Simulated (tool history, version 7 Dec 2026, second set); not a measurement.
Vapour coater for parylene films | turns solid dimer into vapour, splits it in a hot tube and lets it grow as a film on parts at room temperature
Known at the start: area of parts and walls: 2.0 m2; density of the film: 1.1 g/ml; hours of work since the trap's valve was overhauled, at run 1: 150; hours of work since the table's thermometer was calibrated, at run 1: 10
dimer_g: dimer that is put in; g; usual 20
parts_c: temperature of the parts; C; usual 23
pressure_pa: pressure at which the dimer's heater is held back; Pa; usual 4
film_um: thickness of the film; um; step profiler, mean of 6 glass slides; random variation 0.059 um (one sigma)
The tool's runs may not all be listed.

run   hour  dimer_g  parts_c  pressure_pa  hours of work since the trap's valve was overhauled  hours of work since the table's thermometer was calibrated  film_um
  1      0       20       23            4                                                  150                                                          10      6.3
  2   15.5       20       23            4                                                  160                                                          20     6.22
  3     26       20       23            4                                                  167                                                          27     6.19
  4   42.1       20       18            4                                                  177                                                          37     6.83
  5   63.1       20       23         9.52                                                  191                                                          50     5.63
  6   75.9       20       29            4                                                  199                                                          59     5.45
  7   96.9       20       23         5.21                                                  212                                                          72     5.85
     113.9  -- trap's valve overhauled
  8  122.1       20       23         5.21                                                    5                                                          85     6.68
  9  133.1       29       21            4                                                   12                                                          92    10.29
 10  154.7       18       23            4                                                   26                                                         106     6.22
 11  167.2       18       25            4                                                   34                                                         114     5.88
 12  185.6        9       17         8.35                                                   46                                                         126     3.17
 13  197.5       18       31         2.65                                                   53                                                         134     5.42

5 ways to go on from here, each from the tool as it stands after run 13. What would each give?
  A  218.1       20       20         3.43                                                   66                                                         147        ?
  B  218.1       26       32         2.65                                                   66                                                         147        ?
  C  218.1       18       16         3.99                                                   66                                                         147        ?
  D  218.1       11       23         5.75                                                   66                                                         147        ?
  E  218.1       30       22          2.2                                                   66                                                         147        ?

run  film_um
  A     7.04
  B      7.5
  C     6.82
  D     3.51
  E    10.78
Without the tool's hidden state the same runs would have given:
run  film_um
  A     7.38
  B     7.88
  C     7.16
  D     3.68
  E    11.31

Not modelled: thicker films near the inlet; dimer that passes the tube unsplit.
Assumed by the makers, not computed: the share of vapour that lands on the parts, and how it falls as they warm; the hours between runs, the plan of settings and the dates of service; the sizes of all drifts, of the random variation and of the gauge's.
